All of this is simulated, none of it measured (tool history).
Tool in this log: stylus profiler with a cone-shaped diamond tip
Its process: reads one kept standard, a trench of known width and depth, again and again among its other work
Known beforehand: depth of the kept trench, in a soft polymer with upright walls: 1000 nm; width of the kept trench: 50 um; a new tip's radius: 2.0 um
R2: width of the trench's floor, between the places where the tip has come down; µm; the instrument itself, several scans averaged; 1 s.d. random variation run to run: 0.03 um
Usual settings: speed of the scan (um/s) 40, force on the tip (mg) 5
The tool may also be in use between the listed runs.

{"run": 1, "hour": 0.0, "speed of the scan (um/s)": 40, "force on the tip (mg)": 5, "depth of the trench (nm)": 1008.71, "R2": 46.4}
{"run": 2, "hour": 112.4, "speed of the scan (um/s)": 40, "force on the tip (mg)": 5, "depth of the trench (nm)": 1009.16, "R2": 46.4}
{"run": 3, "hour": 197.3, "speed of the scan (um/s)": 40, "force on the tip (mg)": 5, "depth of the trench (nm)": 1009.04, "R2": 46.55}
{"run": 4, "hour": 253.7, "speed of the scan (um/s)": 40, "force on the tip (mg)": 5, "depth of the trench (nm)": 1008.93, "R2": 46.45}
{"hour": 324.8, "done": "new tip fitted, height scale calibrated"}
{"run": 5, "hour": 382.6, "speed of the scan (um/s)": 40, "force on the tip (mg)": 5, "depth of the trench (nm)": 1008.75, "R2": 46.48}
{"run": 6, "hour": 462.9, "speed of the scan (um/s)": 112, "force on the tip (mg)": 5, "depth of the trench (nm)": 1008.69, "R2": 46.38}
{"run": 7, "hour": 579.2, "speed of the scan (um/s)": 112, "force on the tip (mg)": 5, "depth of the trench (nm)": 1008.66, "R2": 46.35}
{"run": 8, "hour": 651.3, "speed of the scan (um/s)": 112, "force on the tip (mg)": 5, "depth of the trench (nm)": 1009.5, "R2": 46.34}
{"run": 9, "hour": 759.7, "speed of the scan (um/s)": 40, "force on the tip (mg)": 13.64, "depth of the trench (nm)": 1017.1, "R2": 46.55}
{"run": 10, "hour": 864.5, "speed of the scan (um/s)": 40, "force on the tip (mg)": 13.64, "depth of the trench (nm)": 1017.2, "R2": 46.51}
{"run": 11, "hour": 972.2, "speed of the scan (um/s)": 40, "force on the tip (mg)": 13.64, "depth of the trench (nm)": 1017.54, "R2": 46.51}
{"run": 12, "hour": 1107.5, "speed of the scan (um/s)": 40, "force on the tip (mg)": 5, "depth of the trench (nm)": 1009.29, "R2": 46.51}
{"run": 13, "hour": 1174.7, "speed of the scan (um/s)": 40, "force on the tip (mg)": 5, "depth of the trench (nm)": 1009.13, "R2": 46.48}
{"run": 14, "hour": 1256.9, "speed of the scan (um/s)": 40, "force on the tip (mg)": 4.43, "depth of the trench (nm)": 1007.99, "R2": 46.53}
{"run": 15, "hour": 1386.7, "speed of the scan (um/s)": 86, "force on the tip (mg)": 4.43, "depth of the trench (nm)": 1008.44, "R2": 46.37}
{"run": 16, "hour": 1509.8, "speed of the scan (um/s)": 86, "force on the tip (mg)": 4.43, "depth of the trench (nm)": 1007.93, "R2": 46.42}
{"run": 17, "hour": 1628.9, "speed of the scan (um/s)": 40, "force on the tip (mg)": 5, "depth of the trench (nm)": 1009.17, "R2": 46.45}
{"run": 18, "hour": 1706.6, "speed of the scan (um/s)": 40, "force on the tip (mg)": 5, "depth of the trench (nm)": 1008.93, "R2": 46.46}
{"run": 19, "hour": 1801.1, "speed of the scan (um/s)": 92, "force on the tip (mg)": 5, "depth of the trench (nm)": 1008.95, "R2": 46.37}
{"run": 20, "hour": 1924.0, "speed of the scan (um/s)": 16, "force on the tip (mg)": 5, "depth of the trench (nm)": 1008.71, "R2": 46.5}
{"run": 21, "hour": 1993.7, "speed of the scan (um/s)": 40, "force on the tip (mg)": 10.5, "depth of the trench (nm)": 1014.48, "R2": 46.5}
{"hour": 2046.7, "done": "height scale calibrated on a step standard"}
{"run": 22, "hour": 2059.1, "speed of the scan (um/s)": 21, "force on the tip (mg)": 10.5, "depth of the trench (nm)": 1014.79, "R2": 46.53}
{"run": 23, "hour": 2150.3, "speed of the scan (um/s)": 144, "force on the tip (mg)": 4.59, "depth of the trench (nm)": 1008.24, "R2": 46.3}
{"run": 24, "hour": 2260.0, "speed of the scan (um/s)": 144, "force on the tip (mg)": 4.59, "depth of the trench (nm)": 1008.31, "R2": 46.31}
{"run": 25, "hour": 2337.5, "speed of the scan (um/s)": 108, "force on the tip (mg)": 14.75, "depth of the trench (nm)": 1017.88, "R2": 46.49}
{"run": 26, "hour": 2400.5, "speed of the scan (um/s)": 23, "force on the tip (mg)": 5.76, "depth of the trench (nm)": 1009.44, "R2": 46.5}
{"run": 27, "hour": 2476.5, "speed of the scan (um/s)": 52, "force on the tip (mg)": 1.77, "depth of the trench (nm)": 1004.54, "R2": 46.36}
{"run": 28, "hour": 2610.3, "speed of the scan (um/s)": 23, "force on the tip (mg)": 2.24, "depth of the trench (nm)": 1005.25, "R2": 46.44}
{"run": 29, "hour": 2730.8, "speed of the scan (um/s)": 66, "force on the tip (mg)": 2.18, "depth of the trench (nm)": 1005.19, "R2": 46.37}

Below are 3 alternative next runs, each starting from the tool's condition after run 29. Predict each:
{"run": "A", "hour": 2845.9, "speed of the scan (um/s)": 53, "force on the tip (mg)": 1.68, "depth of the trench (nm)": "?", "R2": "?"}
{"run": "B", "hour": 2845.9, "speed of the scan (um/s)": 66, "force on the tip (mg)": 12.32, "depth of the trench (nm)": "?", "R2": "?"}
{"run": "C", "hour": 2845.9, "speed of the scan (um/s)": 12, "force on the tip (mg)": 4.21, "depth of the trench (nm)": "?", "R2": "?"}

run=A depth_of_the_trench_(nm)=1004.02 R2=46.44
run=B depth_of_the_trench_(nm)=1016.32 R2=46.46
run=C depth_of_the_trench_(nm)=1008 R2=46.53
Stripped of hidden state, with their random variation kept, the same runs would have yielded:
run=A depth_of_the_trench_(nm)=1004.03 R2=46.45
run=B depth_of_the_trench_(nm)=1016.33 R2=46.48
run=C depth_of_the_trench_(nm)=1008.01 R2=46.55
